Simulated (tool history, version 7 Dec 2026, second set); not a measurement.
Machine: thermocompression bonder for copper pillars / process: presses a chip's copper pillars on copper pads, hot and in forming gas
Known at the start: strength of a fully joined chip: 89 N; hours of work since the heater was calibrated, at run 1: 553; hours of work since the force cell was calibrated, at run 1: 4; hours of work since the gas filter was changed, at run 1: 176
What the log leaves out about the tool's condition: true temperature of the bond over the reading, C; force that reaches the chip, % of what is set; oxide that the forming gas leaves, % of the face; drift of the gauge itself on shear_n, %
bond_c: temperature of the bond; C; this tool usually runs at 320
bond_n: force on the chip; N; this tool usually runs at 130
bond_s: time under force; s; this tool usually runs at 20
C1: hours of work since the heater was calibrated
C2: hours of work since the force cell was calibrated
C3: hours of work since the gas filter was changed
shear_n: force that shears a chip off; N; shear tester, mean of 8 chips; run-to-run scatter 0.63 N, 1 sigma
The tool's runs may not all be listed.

Run 1, day 0: usual settings; C1 553; C2 4; C3 176. Result: shear_n 38.3 N.
Run 2, day 0.221: usual settings but bond_c 347 C; C1 557; C2 7; C3 180. Result: shear_n 46.3 N.
Run 3, day 0.504: usual settings but bond_c 347 C; C1 562; C2 13; C3 185. Result: shear_n 46.8 N.
Run 4, day 0.854: usual settings but bond_c 347 C; C1 568; C2 19; C3 191. Result: shear_n 46.3 N.
Run 5, day 1.158: usual settings but bond_c 347 C; C1 573; C2 24; C3 197. Result: shear_n 46.5 N.
Run 6, day 1.404: usual settings but bond_c 304 C; C1 578; C2 29; C3 201. Result: shear_n 30.7 N.
Run 7, day 1.712: usual settings but bond_c 304 C; C1 583; C2 34; C3 207. Result: shear_n 31.1 N.
Run 8, day 2.088: usual settings but bond_c 304 C; C1 590; C2 41; C3 213. Result: shear_n 31.4 N.
Run 9, day 2.279: usual settings but bond_n 142 N, bond_s 32 s; C1 593; C2 44; C3 217. Result: shear_n 47 N.
Run 10, day 2.617: usual settings but bond_n 187 N, bond_s 32 s; C1 599; C2 50; C3 223. Result: shear_n 60.2 N.
Run 11, day 2.979: usual settings but bond_c 341 C, bond_n 93 N, bond_s 36 s; C1 606; C2 57; C3 229. Result: shear_n 39.3 N.
Run 12, day 3.354: usual settings but bond_c 341 C, bond_n 93 N, bond_s 36 s; C1 613; C2 63; C3 236. Result: shear_n 38 N.

Each row is a separate what-if for the run after 12, all from the same tool condition, not one after another. Results?
Run A, day 3.667: usual settings but bond_c 305 C, bond_n 146 N; C1 618; C2 69; C3 242. Result: shear_n ?.
Run B, day 3.667: usual settings but bond_c 333 C, bond_s 40 s; C1 618; C2 69; C3 242. Result: shear_n ?.
Run C, day 3.667: usual settings but bond_s 16 s; C1 618; C2 69; C3 242. Result: shear_n ?.
Run D, day 3.667: usual settings but bond_c 341 C, bond_n 87 N; C1 618; C2 69; C3 242. Result: shear_n ?.

run  shear_n
  A     36.7
  B     50.7
  C     34.6
  D     28.9
Stripped of hidden state, with their random variation kept, the same runs would have yielded:
run  shear_n
  A     38.7
  B     53.8
  C     36.5
  D     30.5
